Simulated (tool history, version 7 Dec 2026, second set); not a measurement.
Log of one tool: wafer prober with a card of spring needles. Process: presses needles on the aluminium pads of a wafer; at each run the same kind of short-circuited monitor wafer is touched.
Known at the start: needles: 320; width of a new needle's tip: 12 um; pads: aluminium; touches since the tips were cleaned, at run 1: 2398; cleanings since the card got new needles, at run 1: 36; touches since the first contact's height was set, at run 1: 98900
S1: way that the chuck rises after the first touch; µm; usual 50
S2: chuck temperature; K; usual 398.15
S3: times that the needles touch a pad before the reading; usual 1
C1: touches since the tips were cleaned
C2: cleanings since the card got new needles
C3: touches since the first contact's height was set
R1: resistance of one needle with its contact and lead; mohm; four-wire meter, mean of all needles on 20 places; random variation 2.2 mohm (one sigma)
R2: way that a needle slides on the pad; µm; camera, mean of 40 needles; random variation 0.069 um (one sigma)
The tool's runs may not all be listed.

{"run": 1, "hour": 0.0, "S1": 50, "S2": 398.15, "S3": 1, "C1": 2398, "C2": 36, "C3": 98900, "R1": 358, "R2": 6.03}
{"hour": 0.7, "done": "tips cleaned on abrasive film"}
{"run": 2, "hour": 4.9, "S1": 50, "S2": 398.15, "S3": 1, "C1": 2100, "C2": 37, "C3": 101303, "R1": 345, "R2": 6.13}
{"hour": 6.4, "done": "tips cleaned on abrasive film"}
{"hour": 11.9, "done": "tips cleaned on abrasive film"}
{"run": 3, "hour": 14.3, "S1": 50, "S2": 398.15, "S3": 1, "C1": 1190, "C2": 39, "C3": 105886, "R1": 319, "R2": 6.05}
{"hour": 17.7, "done": "tips cleaned on abrasive film"}
{"run": 4, "hour": 21.3, "S1": 50, "S2": 398.15, "S3": 1, "C1": 1787, "C2": 40, "C3": 109321, "R1": 340, "R2": 5.98}
{"hour": 23.7, "done": "tips cleaned on abrasive film"}
{"hour": 29.0, "done": "tips cleaned on abrasive film"}
{"run": 5, "hour": 30.0, "S1": 50, "S2": 398.15, "S3": 1, "C1": 514, "C2": 42, "C3": 113538, "R1": 296, "R2": 5.94}
{"hour": 34.3, "done": "tips cleaned on abrasive film"}
{"hour": 39.7, "done": "tips cleaned on abrasive film"}
{"run": 6, "hour": 40.2, "S1": 50, "S2": 323.15, "S3": 1, "C1": 238, "C2": 44, "C3": 118506, "R1": 267, "R2": 6.0}
{"hour": 45.1, "done": "tips cleaned on abrasive film"}
{"run": 7, "hour": 47.7, "S1": 50, "S2": 311.15, "S3": 1, "C1": 1275, "C2": 45, "C3": 122186, "R1": 314, "R2": 6.12}
{"hour": 50.6, "done": "tips cleaned on abrasive film"}
{"hour": 55.7, "done": "tips cleaned on abrasive film"}
{"run": 8, "hour": 55.7, "S1": 50, "S2": 311.15, "S3": 1, "C1": 0, "C2": 47, "C3": 126080, "R1": 249, "R2": 5.89}
{"hour": 61.2, "done": "tips cleaned on abrasive film"}
{"run": 9, "hour": 63.2, "S1": 50, "S2": 311.15, "S3": 1, "C1": 1030, "C2": 48, "C3": 129786, "R1": 308, "R2": 5.83}
{"hour": 66.4, "done": "tips cleaned on abrasive film"}
{"run": 10, "hour": 68.3, "S1": 50, "S2": 311.15, "S3": 1, "C1": 944, "C2": 49, "C3": 132263, "R1": 295, "R2": 5.91}
{"hour": 71.6, "done": "tips cleaned on abrasive film"}
{"hour": 77.0, "done": "tips cleaned on abrasive film"}
{"run": 11, "hour": 77.0, "S1": 50, "S2": 311.15, "S3": 1, "C1": 0, "C2": 51, "C3": 136480, "R1": 243, "R2": 5.9}
{"hour": 82.8, "done": "tips cleaned on abrasive film"}
{"run": 12, "hour": 83.1, "S1": 50, "S2": 311.15, "S3": 1, "C1": 134, "C2": 52, "C3": 139469, "R1": 248, "R2": 5.81}
{"hour": 88.3, "done": "tips cleaned on abrasive film"}
{"run": 13, "hour": 91.9, "S1": 50, "S2": 311.15, "S3": 1, "C1": 1819, "C2": 53, "C3": 143840, "R1": 343, "R2": 5.81}
{"hour": 93.4, "done": "tips cleaned on abrasive film"}
{"hour": 98.5, "done": "tips cleaned on abrasive film"}
{"run": 14, "hour": 99.4, "S1": 40, "S2": 331.15, "S3": 2, "C1": 445, "C2": 55, "C3": 147456, "R1": 287, "R2": 4.59}
{"hour": 103.6, "done": "tips cleaned on abrasive film"}
{"run": 15, "hour": 107.5, "S1": 64, "S2": 382.15, "S3": 2, "C1": 1926, "C2": 56, "C3": 151425, "R1": 284, "R2": 7.57}
{"hour": 108.9, "done": "tips cleaned on abrasive film"}
{"run": 16, "hour": 112.8, "S1": 36, "S2": 331.15, "S3": 2, "C1": 1979, "C2": 57, "C3": 154047, "R1": 396, "R2": 3.95}
{"hour": 114.4, "done": "tips cleaned on abrasive film"}
{"hour": 120.0, "done": "tips cleaned on abrasive film"}
{"run": 17, "hour": 121.7, "S1": 50, "S2": 387.15, "S3": 3, "C1": 869, "C2": 59, "C3": 158373, "R1": 282, "R2": 5.9}
{"hour": 125.6, "done": "tips cleaned on abrasive film"}
{"hour": 131.3, "done": "tips cleaned on abrasive film"}
{"run": 18, "hour": 131.9, "S1": 58, "S2": 335.15, "S3": 2, "C1": 305, "C2": 61, "C3": 163323, "R1": 252, "R2": 6.84}
{"hour": 136.4, "done": "tips cleaned on abrasive film"}
{"run": 19, "hour": 139.1, "S1": 60, "S2": 313.15, "S3": 1, "C1": 1334, "C2": 62, "C3": 166888, "R1": 295, "R2": 6.95}
{"hour": 141.7, "done": "tips cleaned on abrasive film"}
{"run": 20, "hour": 143.4, "S1": 60, "S2": 313.15, "S3": 1, "C1": 826, "C2": 63, "C3": 168959, "R1": 276, "R2": 7.0}
{"hour": 147.0, "done": "tips cleaned on abrasive film"}
{"hour": 152.1, "done": "tips cleaned on abrasive film"}
{"run": 21, "hour": 152.1, "S1": 41, "S2": 329.15, "S3": 3, "C1": 0, "C2": 65, "C3": 173222, "R1": 248, "R2": 4.5}
{"hour": 157.5, "done": "tips cleaned on abrasive film"}
{"run": 22, "hour": 159.3, "S1": 31, "S2": 390.15, "S3": 2, "C1": 894, "C2": 66, "C3": 176748, "R1": 397, "R2": 3.27}
{"hour": 162.8, "done": "tips cleaned on abrasive film"}
{"run": 23, "hour": 163.5, "S1": 32, "S2": 365.15, "S3": 3, "C1": 334, "C2": 67, "C3": 178774, "R1": 314, "R2": 3.4}
{"hour": 168.3, "done": "tips cleaned on abrasive film"}
{"run": 24, "hour": 168.3, "S1": 54, "S2": 365.15, "S3": 2, "C1": 0, "C2": 68, "C3": 181106, "R1": 258, "R2": 6.21}
{"run": 25, "hour": 172.6, "S1": 34, "S2": 398.15, "S3": 1, "C1": 2175, "C2": 68, "C3": 183281, "R1": 567, "R2": 3.51}

Forecast each of these 4 alternatives for the next run:
{"hour": 173.8, "done": "tips cleaned on abrasive film"}
{"hour": 179.2, "done": "tips cleaned on abrasive film"}
{"run": "A", "hour": 179.2, "S1": 50, "S2": 306.15, "S3": 1, "C1": 0, "C2": 70, "C3": 186455, "R1": "?", "R2": "?"}
{"hour": 173.8, "done": "tips cleaned on abrasive film"}
{"hour": 179.2, "done": "tips cleaned on abrasive film"}
{"run": "B", "hour": 179.2, "S1": 34, "S2": 359.15, "S3": 1, "C1": 0, "C2": 70, "C3": 186455, "R1": "?", "R2": "?"}
{"hour": 173.8, "done": "tips cleaned on abrasive film"}
{"hour": 179.2, "done": "tips cleaned on abrasive film"}
{"run": "C", "hour": 179.2, "S1": 49, "S2": 398.15, "S3": 2, "C1": 0, "C2": 70, "C3": 186455, "R1": "?", "R2": "?"}
{"hour": 173.8, "done": "tips cleaned on abrasive film"}
{"hour": 179.2, "done": "tips cleaned on abrasive film"}
{"run": "D", "hour": 179.2, "S1": 50, "S2": 323.15, "S3": 1, "C1": 0, "C2": 70, "C3": 186455, "R1": "?", "R2": "?"}

run=A R1=246 R2=5.61
run=B R1=300 R2=3.57
run=C R1=271 R2=5.47
run=D R1=254 R2=5.64
Without the tool's hidden state the same runs would have given:
run=A R1=224 R2=6.44
run=B R1=252 R2=4.40
run=C R1=253 R2=6.31
run=D R1=232 R2=6.47

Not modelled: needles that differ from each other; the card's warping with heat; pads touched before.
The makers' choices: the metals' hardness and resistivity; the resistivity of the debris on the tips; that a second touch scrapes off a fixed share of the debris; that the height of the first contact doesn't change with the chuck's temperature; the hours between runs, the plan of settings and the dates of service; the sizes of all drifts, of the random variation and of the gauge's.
